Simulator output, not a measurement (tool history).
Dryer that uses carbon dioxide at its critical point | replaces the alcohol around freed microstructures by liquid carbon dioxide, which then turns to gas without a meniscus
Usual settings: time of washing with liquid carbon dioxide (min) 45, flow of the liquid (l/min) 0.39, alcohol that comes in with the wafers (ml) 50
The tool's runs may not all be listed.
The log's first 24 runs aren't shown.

run   hour  time of washing with liquid carbon dioxide (min)  flow of the liquid (l/min)  alcohol that comes in with the wafers (ml)  alcohol left in the vessel before it's heated (ppm by volume)
 25  165.5                                                47                       0.318                                          31                                                             61
 26  171.3                                                35                       0.327                                          29                                                            210
 27  177.3                                                68                       0.348                                          29                                                             16
 28  184.3                                                45                        0.39                                          36                                                             42
 29  189.7                                                33                       0.386                                          42                                                            191
 30  196.6                                                33                       0.386                                          42                                                            188
 31  207.5                                                30                       0.388                                          56                                                            374
 32  217.2                                                47                       0.547                                          50                                                             18
 33  225.9                                                45                       0.324                                          50                                                            127
 34  231.2                                                45                       0.638                                          50                                                             25
 35  238.1                                                52                       0.234                                          50                                                            282

Forecast each of these 4 alternatives for the next run:
  A  244.6                                                44                        0.39                                          37                                                              ?
  B  244.6                                                29                       0.605                                          38                                                              ?
  C  244.6                                                58                       0.234                                          74                                                              ?
  D  244.6                                                63                       0.484                                          33                                                              ?

run  alcohol left in the vessel before it's heated (ppm by volume)
  A                                                             56
  B                                                             48
  C                                                            256
  D                                                             19
Without the tool's hidden state the same runs would have given:
run  alcohol left in the vessel before it's heated (ppm by volume)
  A                                                             27
  B                                                             20
  C                                                            160
  D                                                              2
